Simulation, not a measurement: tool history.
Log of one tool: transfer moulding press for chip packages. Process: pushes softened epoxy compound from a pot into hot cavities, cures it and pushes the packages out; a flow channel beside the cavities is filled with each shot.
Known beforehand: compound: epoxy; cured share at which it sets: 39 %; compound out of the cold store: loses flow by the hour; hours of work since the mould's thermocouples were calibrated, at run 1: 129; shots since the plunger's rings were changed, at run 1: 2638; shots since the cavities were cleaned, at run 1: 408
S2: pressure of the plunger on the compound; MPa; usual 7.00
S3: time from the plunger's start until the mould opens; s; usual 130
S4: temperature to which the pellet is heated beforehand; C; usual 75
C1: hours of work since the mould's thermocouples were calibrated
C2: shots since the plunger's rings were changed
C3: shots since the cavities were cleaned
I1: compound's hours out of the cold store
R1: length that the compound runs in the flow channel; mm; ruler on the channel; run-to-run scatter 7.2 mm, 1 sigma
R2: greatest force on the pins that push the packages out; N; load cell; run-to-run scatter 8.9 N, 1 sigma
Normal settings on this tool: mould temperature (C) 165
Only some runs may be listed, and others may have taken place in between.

{"run": 1, "hour": 0.0, "mould temperature (C)": 165, "S2": 7.0, "S3": 130, "S4": 75, "C1": 129, "C2": 2638, "C3": 408, "I1": 37.0, "R1": 806, "R2": 676}
{"run": 2, "hour": 4.8, "mould temperature (C)": 165, "S2": 7.0, "S3": 130, "S4": 75, "C1": 132, "C2": 2682, "C3": 452, "I1": 14.6, "R1": 833, "R2": 718}
{"run": 3, "hour": 10.2, "mould temperature (C)": 165, "S2": 7.0, "S3": 130, "S4": 75, "C1": 135, "C2": 2729, "C3": 499, "I1": 39.3, "R1": 785, "R2": 743}
{"run": 4, "hour": 19.2, "mould temperature (C)": 165, "S2": 7.0, "S3": 130, "S4": 75, "C1": 140, "C2": 2811, "C3": 581, "I1": 37.0, "R1": 786, "R2": 751}
{"hour": 26.3, "done": "cavities cleaned with cleaning compound and waxed"}
{"run": 5, "hour": 27.2, "mould temperature (C)": 165, "S2": 7.0, "S3": 130, "S4": 75, "C1": 144, "C2": 2870, "C3": 9, "I1": 20.9, "R1": 826, "R2": 457}
{"run": 6, "hour": 35.2, "mould temperature (C)": 165, "S2": 7.0, "S3": 130, "S4": 75, "C1": 149, "C2": 2941, "C3": 80, "I1": 25.1, "R1": 830, "R2": 505}
{"run": 7, "hour": 42.5, "mould temperature (C)": 165, "S2": 7.0, "S3": 123, "S4": 75, "C1": 153, "C2": 3007, "C3": 146, "I1": 14.2, "R1": 839, "R2": 637}
{"hour": 45.1, "done": "mould's thermocouples calibrated"}
{"run": 8, "hour": 49.6, "mould temperature (C)": 165, "S2": 7.0, "S3": 130, "S4": 75, "C1": 3, "C2": 3052, "C3": 191, "I1": 9.7, "R1": 839, "R2": 642}
{"run": 9, "hour": 55.2, "mould temperature (C)": 160, "S2": 7.0, "S3": 130, "S4": 75, "C1": 6, "C2": 3103, "C3": 242, "I1": 35.8, "R1": 817, "R2": 924}
{"run": 10, "hour": 63.1, "mould temperature (C)": 160, "S2": 7.0, "S3": 130, "S4": 75, "C1": 10, "C2": 3175, "C3": 314, "I1": 32.3, "R1": 829, "R2": 938}
{"run": 11, "hour": 69.1, "mould temperature (C)": 160, "S2": 7.0, "S3": 130, "S4": 75, "C1": 14, "C2": 3229, "C3": 368, "I1": 40.4, "R1": 793, "R2": 982}
{"hour": 72.3, "done": "plunger's sealing rings changed"}
{"hour": 82.6, "done": "mould's thermocouples calibrated, once more"}
{"run": 12, "hour": 83.1, "mould temperature (C)": 160, "S2": 7.0, "S3": 130, "S4": 75, "C1": 0, "C2": 79, "C3": 453, "I1": 31.9, "R1": 874, "R2": 1006}
{"run": 13, "hour": 90.1, "mould temperature (C)": 168, "S2": 7.0, "S3": 130, "S4": 75, "C1": 4, "C2": 142, "C3": 516, "I1": 20.6, "R1": 863, "R2": 634}
{"run": 14, "hour": 97.7, "mould temperature (C)": 168, "S2": 7.0, "S3": 130, "S4": 75, "C1": 9, "C2": 210, "C3": 584, "I1": 10.5, "R1": 880, "R2": 662}
{"hour": 104.6, "done": "cavities cleaned with cleaning compound and waxed"}
{"run": 15, "hour": 107.3, "mould temperature (C)": 168, "S2": 7.0, "S3": 130, "S4": 75, "C1": 13, "C2": 283, "C3": 24, "I1": 25.1, "R1": 837, "R2": 374}
{"run": 16, "hour": 116.1, "mould temperature (C)": 168, "S2": 7.0, "S3": 130, "S4": 75, "C1": 18, "C2": 362, "C3": 103, "I1": 39.4, "R1": 810, "R2": 432}
{"run": 17, "hour": 124.4, "mould temperature (C)": 167, "S2": 7.0, "S3": 159, "S4": 75, "C1": 23, "C2": 437, "C3": 178, "I1": 15.0, "R1": 865, "R2": 424}
{"run": 18, "hour": 133.2, "mould temperature (C)": 165, "S2": 7.0, "S3": 149, "S4": 75, "C1": 28, "C2": 516, "C3": 257, "I1": 26.5, "R1": 838, "R2": 495}
{"run": 19, "hour": 138.3, "mould temperature (C)": 165, "S2": 7.0, "S3": 149, "S4": 75, "C1": 31, "C2": 562, "C3": 303, "I1": 22.7, "R1": 864, "R2": 539}
{"run": 20, "hour": 142.3, "mould temperature (C)": 165, "S2": 7.0, "S3": 149, "S4": 75, "C1": 33, "C2": 598, "C3": 339, "I1": 8.6, "R1": 878, "R2": 532}
{"run": 21, "hour": 151.8, "mould temperature (C)": 165, "S2": 7.0, "S3": 149, "S4": 75, "C1": 39, "C2": 684, "C3": 425, "I1": 45.8, "R1": 797, "R2": 555}
{"run": 22, "hour": 158.9, "mould temperature (C)": 165, "S2": 7.0, "S3": 130, "S4": 80, "C1": 43, "C2": 747, "C3": 488, "I1": 18.7, "R1": 866, "R2": 736}
{"run": 23, "hour": 165.1, "mould temperature (C)": 165, "S2": 7.0, "S3": 130, "S4": 80, "C1": 46, "C2": 803, "C3": 544, "I1": 45.2, "R1": 814, "R2": 694}
{"run": 24, "hour": 172.6, "mould temperature (C)": 165, "S2": 6.78, "S3": 114, "S4": 76, "C1": 51, "C2": 871, "C3": 612, "I1": 38.1, "R1": 805, "R2": 967}
{"hour": 176.2, "done": "cavities cleaned with cleaning compound and waxed"}
{"run": 25, "hour": 183.5, "mould temperature (C)": 165, "S2": 6.78, "S3": 114, "S4": 76, "C1": 56, "C2": 956, "C3": 67, "I1": 33.2, "R1": 803, "R2": 620}
{"run": 26, "hour": 191.5, "mould temperature (C)": 172, "S2": 7.0, "S3": 167, "S4": 75, "C1": 61, "C2": 1028, "C3": 139, "I1": 13.6, "R1": 832, "R2": 396}
{"run": 27, "hour": 199.3, "mould temperature (C)": 172, "S2": 7.0, "S3": 167, "S4": 75, "C1": 65, "C2": 1098, "C3": 209, "I1": 9.6, "R1": 847, "R2": 416}

What if the next run were any one of these 3? Each begins from the tool's condition after run 27:
{"run": "A", "hour": 208.5, "mould temperature (C)": 171, "S2": 7.7, "S3": 167, "S4": 68, "C1": 71, "C2": 1181, "C3": 292, "I1": 41.1, "R1": "?", "R2": "?"}
{"run": "B", "hour": 208.5, "mould temperature (C)": 157, "S2": 7.0, "S3": 167, "S4": 80, "C1": 71, "C2": 1181, "C3": 292, "I1": 46.6, "R1": "?", "R2": "?"}
{"run": "C", "hour": 208.5, "mould temperature (C)": 158, "S2": 7.0, "S3": 167, "S4": 75, "C1": 71, "C2": 1181, "C3": 292, "I1": 9.3, "R1": "?", "R2": "?"}

run=A R1=818 R2=450
run=B R1=843 R2=643
run=C R1=905 R2=680
Without the tool's unlogged condition, the same runs would have read:
run=A R1=836 R2=291
run=B R1=862 R2=409
run=C R1=924 R2=435

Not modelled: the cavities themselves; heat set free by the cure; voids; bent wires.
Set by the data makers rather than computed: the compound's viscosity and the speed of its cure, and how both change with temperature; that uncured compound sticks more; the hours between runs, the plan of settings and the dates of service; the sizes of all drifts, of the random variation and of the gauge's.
